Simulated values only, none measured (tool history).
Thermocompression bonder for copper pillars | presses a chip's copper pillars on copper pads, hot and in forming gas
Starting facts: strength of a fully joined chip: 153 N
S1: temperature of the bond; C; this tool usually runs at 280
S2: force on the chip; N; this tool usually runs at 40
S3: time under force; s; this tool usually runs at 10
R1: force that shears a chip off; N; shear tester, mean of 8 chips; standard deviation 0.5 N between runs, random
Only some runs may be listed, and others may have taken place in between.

run,hour,S1,S2,S3,R1
1,0.0,280,40,10,69.7
2,27.8,280,40,10,69.2
3,85.3,280,40,10,68.8
4,128.8,280,40,10,67.1
5,153.6,280,40,10,66.8
6,186.1,280,40,10,66.0
# hour 228.3: forming gas filter changed
7,232.2,280,40,10,68.1
8,265.4,280,40,10,67.3
9,297.2,280,40,10,66.1
10,348.9,280,40,10,67.3
11,382.1,265,40,12,58.5

What does the tool deliver on the next run?
# hour 389.3: heater calibrated with a thermocouple chip
12,408.7,280,30,6,?

Logged for run 12: R1 42.6 N.
Without the tool's hidden state the same run would have given R1 47.6 N.
